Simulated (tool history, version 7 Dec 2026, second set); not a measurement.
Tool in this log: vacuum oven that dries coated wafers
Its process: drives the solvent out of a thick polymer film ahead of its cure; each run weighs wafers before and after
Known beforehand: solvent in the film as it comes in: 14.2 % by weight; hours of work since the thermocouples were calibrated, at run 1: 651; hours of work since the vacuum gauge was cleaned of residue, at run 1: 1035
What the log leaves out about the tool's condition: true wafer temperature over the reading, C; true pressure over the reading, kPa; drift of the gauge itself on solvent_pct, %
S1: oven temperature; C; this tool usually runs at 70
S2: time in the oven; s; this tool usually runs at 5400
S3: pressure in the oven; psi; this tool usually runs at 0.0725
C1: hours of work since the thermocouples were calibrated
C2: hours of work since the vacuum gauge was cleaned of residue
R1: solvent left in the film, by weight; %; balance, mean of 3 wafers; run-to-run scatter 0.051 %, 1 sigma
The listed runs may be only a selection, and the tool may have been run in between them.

{"run": 1, "hour": 0.0, "S1": 70, "S2": 5400, "S3": 0.0725, "C1": 651, "C2": 1035, "R1": 1.42}
{"run": 2, "hour": 74.9, "S1": 70, "S2": 5400, "S3": 0.0725, "C1": 706, "C2": 1090, "R1": 1.53}
{"run": 3, "hour": 166.0, "S1": 70, "S2": 5400, "S3": 0.0725, "C1": 773, "C2": 1157, "R1": 1.5}
{"run": 4, "hour": 236.4, "S1": 70, "S2": 5400, "S3": 0.0725, "C1": 825, "C2": 1209, "R1": 1.56}
{"run": 5, "hour": 341.2, "S1": 70, "S2": 5400, "S3": 0.0725, "C1": 902, "C2": 1286, "R1": 1.65}
{"hour": 378.7, "done": "oven's thermocouples calibrated"}
{"run": 6, "hour": 468.4, "S1": 70, "S2": 5400, "S3": 0.0674, "C1": 66, "C2": 1378, "R1": 1.42}
{"run": 7, "hour": 579.0, "S1": 70, "S2": 5400, "S3": 0.0674, "C1": 147, "C2": 1459, "R1": 1.33}
{"run": 8, "hour": 658.6, "S1": 70, "S2": 5400, "S3": 0.1487, "C1": 206, "C2": 1517, "R1": 1.69}
{"run": 9, "hour": 736.0, "S1": 70, "S2": 5940, "S3": 0.0725, "C1": 263, "C2": 1574, "R1": 1.31}
{"run": 10, "hour": 802.6, "S1": 70, "S2": 5400, "S3": 0.0725, "C1": 312, "C2": 1623, "R1": 1.36}
{"run": 11, "hour": 867.1, "S1": 70, "S2": 5400, "S3": 0.0725, "C1": 359, "C2": 1671, "R1": 1.47}
{"run": 12, "hour": 931.1, "S1": 70, "S2": 5400, "S3": 0.0725, "C1": 406, "C2": 1718, "R1": 1.45}
{"hour": 940.2, "done": "vacuum gauge cleaned of residue and calibrated"}
{"run": 13, "hour": 1034.9, "S1": 70, "S2": 6900, "S3": 0.0725, "C1": 481, "C2": 70, "R1": 1.1}
{"run": 14, "hour": 1150.2, "S1": 70, "S2": 2880, "S3": 0.0725, "C1": 566, "C2": 154, "R1": 3.59}
{"run": 15, "hour": 1269.1, "S1": 70, "S2": 2880, "S3": 0.0725, "C1": 653, "C2": 242, "R1": 3.68}
{"hour": 1352.2, "done": "vacuum gauge cleaned of residue and calibrated, once more"}
{"run": 16, "hour": 1366.0, "S1": 70, "S2": 2880, "S3": 0.0725, "C1": 723, "C2": 10, "R1": 3.38}
{"run": 17, "hour": 1476.9, "S1": 70, "S2": 2880, "S3": 0.0725, "C1": 805, "C2": 92, "R1": 3.43}
{"run": 18, "hour": 1603.7, "S1": 70, "S2": 2880, "S3": 0.0725, "C1": 898, "C2": 185, "R1": 3.54}
{"hour": 1650.4, "done": "oven's thermocouples calibrated"}
{"run": 19, "hour": 1671.7, "S1": 70, "S2": 2880, "S3": 0.0725, "C1": 16, "C2": 233, "R1": 3.15}
{"run": 20, "hour": 1727.5, "S1": 70, "S2": 5400, "S3": 0.0725, "C1": 57, "C2": 274, "R1": 1.15}
{"run": 21, "hour": 1821.8, "S1": 70, "S2": 5400, "S3": 0.0725, "C1": 126, "C2": 344, "R1": 1.16}
{"run": 22, "hour": 1950.2, "S1": 70, "S2": 5400, "S3": 0.0657, "C1": 220, "C2": 438, "R1": 1.31}
{"run": 23, "hour": 2061.0, "S1": 81, "S2": 5100, "S3": 0.0457, "C1": 302, "C2": 519, "R1": 0.29}
{"run": 24, "hour": 2155.4, "S1": 74, "S2": 5100, "S3": 0.0457, "C1": 371, "C2": 589, "R1": 0.71}
{"run": 25, "hour": 2270.2, "S1": 74, "S2": 5100, "S3": 0.0457, "C1": 455, "C2": 673, "R1": 0.64}
{"run": 26, "hour": 2395.0, "S1": 64, "S2": 5100, "S3": 0.0628, "C1": 547, "C2": 765, "R1": 2.77}
{"run": 27, "hour": 2521.2, "S1": 74, "S2": 5100, "S3": 0.0895, "C1": 640, "C2": 858, "R1": 0.9}
{"run": 28, "hour": 2607.4, "S1": 82, "S2": 5400, "S3": 0.06, "C1": 703, "C2": 921, "R1": 0.26}
{"run": 29, "hour": 2708.5, "S1": 82, "S2": 5400, "S3": 0.06, "C1": 778, "C2": 995, "R1": 0.31}
{"run": 30, "hour": 2785.1, "S1": 71, "S2": 4740, "S3": 0.0611, "C1": 834, "C2": 1052, "R1": 1.55}
{"run": 31, "hour": 2885.3, "S1": 71, "S2": 4740, "S3": 0.0611, "C1": 908, "C2": 1125, "R1": 1.65}
{"hour": 2919.9, "done": "oven's thermocouples calibrated"}
{"run": 32, "hour": 2941.5, "S1": 81, "S2": 3000, "S3": 0.2493, "C1": 16, "C2": 1165, "R1": 1.47}
{"run": 33, "hour": 3037.3, "S1": 81, "S2": 3000, "S3": 0.2493, "C1": 86, "C2": 1235, "R1": 1.42}
{"run": 34, "hour": 3140.3, "S1": 63, "S2": 3420, "S3": 0.0373, "C1": 162, "C2": 1311, "R1": 4.61}
{"run": 35, "hour": 3211.6, "S1": 57, "S2": 3420, "S3": 0.0735, "C1": 214, "C2": 1364, "R1": 6.47}
{"run": 36, "hour": 3336.0, "S1": 59, "S2": 2940, "S3": 0.0725, "C1": 306, "C2": 1455, "R1": 6.65}
{"run": 37, "hour": 3405.1, "S1": 62, "S2": 2940, "S3": 0.049, "C1": 357, "C2": 1506, "R1": 5.78}
{"run": 38, "hour": 3531.3, "S1": 85, "S2": 3840, "S3": 0.067, "C1": 449, "C2": 1598, "R1": 0.57}
{"run": 39, "hour": 3597.5, "S1": 70, "S2": 3300, "S3": 0.0808, "C1": 498, "C2": 1647, "R1": 3.23}
{"run": 40, "hour": 3667.0, "S1": 63, "S2": 3300, "S3": 0.0616, "C1": 549, "C2": 1698, "R1": 5.23}
{"run": 41, "hour": 3750.0, "S1": 69, "S2": 3180, "S3": 0.0725, "C1": 610, "C2": 1759, "R1": 3.68}
{"hour": 3788.1, "done": "vacuum gauge cleaned of residue and calibrated"}
{"run": 42, "hour": 3870.3, "S1": 69, "S2": 5520, "S3": 0.0725, "C1": 697, "C2": 60, "R1": 1.4}
{"run": 43, "hour": 3933.7, "S1": 69, "S2": 5520, "S3": 0.0725, "C1": 744, "C2": 107, "R1": 1.5}

What if the next run were any one of these 3? Each begins from the tool's condition after run 43:
{"run": "A", "hour": 4050.9, "S1": 66, "S2": 5400, "S3": 0.0725, "C1": 830, "C2": 193, "R1": "?"}
{"run": "B", "hour": 4050.9, "S1": 78, "S2": 4740, "S3": 0.0772, "C1": 830, "C2": 193, "R1": "?"}
{"run": "C", "hour": 4050.9, "S1": 57, "S2": 6840, "S3": 0.049, "C1": 830, "C2": 193, "R1": "?"}

run=A R1=2.19
run=B R1=0.59
run=C R1=3.69
With the hidden condition removed and each run's random variation left untouched, the same runs would have given:
run=A R1=1.83
run=B R1=0.45
run=C R1=3.21

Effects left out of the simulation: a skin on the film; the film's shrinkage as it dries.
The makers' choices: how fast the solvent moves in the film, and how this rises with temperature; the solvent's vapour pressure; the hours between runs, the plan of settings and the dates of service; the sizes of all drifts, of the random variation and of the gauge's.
